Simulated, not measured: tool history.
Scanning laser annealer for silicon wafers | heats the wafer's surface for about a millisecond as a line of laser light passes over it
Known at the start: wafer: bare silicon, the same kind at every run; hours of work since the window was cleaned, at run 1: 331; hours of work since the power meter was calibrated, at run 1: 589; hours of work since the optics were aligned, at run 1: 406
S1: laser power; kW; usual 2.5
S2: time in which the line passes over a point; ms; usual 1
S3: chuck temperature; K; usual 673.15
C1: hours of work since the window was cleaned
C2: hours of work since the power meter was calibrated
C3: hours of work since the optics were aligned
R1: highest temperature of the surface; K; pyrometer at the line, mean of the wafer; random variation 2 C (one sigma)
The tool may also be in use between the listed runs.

| run | hour | S1 | S2 | S3 | C1 | C2 | C3 | R1 |
|---|---|---|---|---|---|---|---|---|
| 1 | 0 | 2.5 | 1 | 673.15 | 331 | 589 | 406 | 1506.15 |
| 2 | 24.3 | 2.354 | 1 | 673.15 | 346 | 603 | 421 | 1452.15 |
| 3 | 65.1 | 2.354 | 1 | 673.15 | 370 | 627 | 445 | 1451.15 |
| 4 | 84.5 | 2.5 | 1 | 673.15 | 381 | 638 | 456 | 1498.15 |
| 5 | 103.3 | 2.5 | 1 | 673.15 | 392 | 649 | 467 | 1497.15 |
| 6 | 128 | 2.5 | 1 | 673.15 | 407 | 664 | 482 | 1492.15 |
| 7 | 158.4 | 2.5 | 1 | 673.15 | 425 | 682 | 499 | 1495.15 |
| 8 | 194.5 | 2.5 | 1 | 673.15 | 446 | 703 | 521 | 1495.15 |
| 9 | 230.6 | 2.5 | 1 | 673.15 | 467 | 724 | 542 | 1494.15 |
| 10 | 251.1 | 2.5 | 1 | 673.15 | 479 | 736 | 554 | 1492.15 |
| 11 | 270.3 | 2.5 | 1 | 636.15 | 490 | 748 | 565 | 1455.15 |
| 12 | 295.2 | 2.644 | 1 | 673.15 | 505 | 762 | 580 | 1537.15 |
| 13 | 334.2 | 2.5 | 1 | 673.15 | 528 | 785 | 603 | 1492.15 |
| 14 | 357.6 | 2.5 | 1 | 673.15 | 542 | 799 | 617 | 1492.15 |
| 15 | 387.1 | 2.214 | 1 | 673.15 | 559 | 816 | 634 | 1396.15 |
| 16 | 427.2 | 2.214 | 1 | 673.15 | 583 | 840 | 658 | 1391.15 |
| 17 | 459.3 | 2.5 | 1 | 673.15 | 602 | 859 | 677 | 1486.15 |
| 18 | 482.2 | 2.5 | 1 | 673.15 | 615 | 872 | 690 | 1483.15 |
| 19 | 524.3 | 2.5 | 1.16 | 673.15 | 640 | 897 | 715 | 1550.15 |
| 20 | 563.4 | 2.5 | 1.02 | 673.15 | 663 | 920 | 738 | 1494.15 |
| 21 | 589.5 | 2.592 | 0.91 | 673.15 | 678 | 936 | 753 | 1472.15 |
| 22 | 620.6 | 2.592 | 0.91 | 673.15 | 697 | 954 | 772 | 1474.15 |
| 23 | 660.2 | 2.238 | 1 | 673.15 | 720 | 977 | 795 | 1392.15 |
| 24 | 703 | 2.5 | 0.99 | 708.15 | 745 | 1002 | 820 | 1509.15 |
| 25 | 738.9 | 2.65 | 0.91 | 673.15 | 766 | 1023 | 841 | 1482.15 |
| 26 | 771.1 | 2.65 | 0.91 | 673.15 | 785 | 1042 | 860 | 1482.15 |
|  | 776.9 | window over the wafer cleaned |
| 27 | 800 | 2.523 | 0.82 | 650.15 | 14 | 1058 | 876 | 1369.15 |
| 28 | 826.9 | 2.713 | 0.84 | 673.15 | 29 | 1074 | 892 | 1458.15 |
| 29 | 856.7 | 2.26 | 1.1 | 701.15 | 47 | 1092 | 909 | 1452.15 |
| 30 | 885.2 | 2.694 | 0.91 | 701.15 | 64 | 1108 | 926 | 1510.15 |
|  | 896.4 | window over the wafer cleaned, once more |
| 31 | 928.3 | 2.271 | 0.72 | 642.15 | 19 | 1133 | 950 | 1278.15 |
| 32 | 948 | 2.485 | 1.09 | 653.15 | 30 | 1144 | 962 | 1522.15 |
| 33 | 968.2 | 2.591 | 1 | 673.15 | 42 | 1156 | 974 | 1542.15 |
| 34 | 996.1 | 2.5 | 0.76 | 673.15 | 59 | 1173 | 990 | 1396.15 |
| 35 | 1013.7 | 2.536 | 1 | 673.15 | 69 | 1183 | 1001 | 1520.15 |
| 36 | 1043.1 | 2.5 | 1.18 | 655.15 | 86 | 1200 | 1018 | 1566.15 |
| 37 | 1073.7 | 2.719 | 1.08 | 682.15 | 104 | 1218 | 1036 | 1629.15 |
| 38 | 1104.6 | 2.427 | 1.08 | 682.15 | 123 | 1236 | 1054 | 1523.15 |
| 39 | 1143.5 | 2.599 | 0.75 | 701.15 | 145 | 1259 | 1077 | 1444.15 |
| 40 | 1165.7 | 2.617 | 1.05 | 675.15 | 159 | 1272 | 1090 | 1570.15 |

4 ways to go on from here, each from the tool as it stands after run 40. What would each give?
| A | 1200.8 | 2.54 | 0.8 | 682.15 | 179 | 1293 | 1111 | ? |
| B | 1200.8 | 2.515 | 1.2 | 694.15 | 179 | 1293 | 1111 | ? |
| C | 1200.8 | 2.399 | 0.83 | 692.15 | 179 | 1293 | 1111 | ? |
| D | 1200.8 | 2.353 | 1.05 | 670.15 | 179 | 1293 | 1111 | ? |

| run | R1 |
|---|---|
| A | 1430.15 |
| B | 1615.15 |
| C | 1411.15 |
| D | 1469.15 |
Without the tool's hidden state the same runs would have given:
| run | R1 |
|---|---|
| A | 1446.15 |
| B | 1635.15 |
| C | 1426.15 |
| D | 1486.15 |
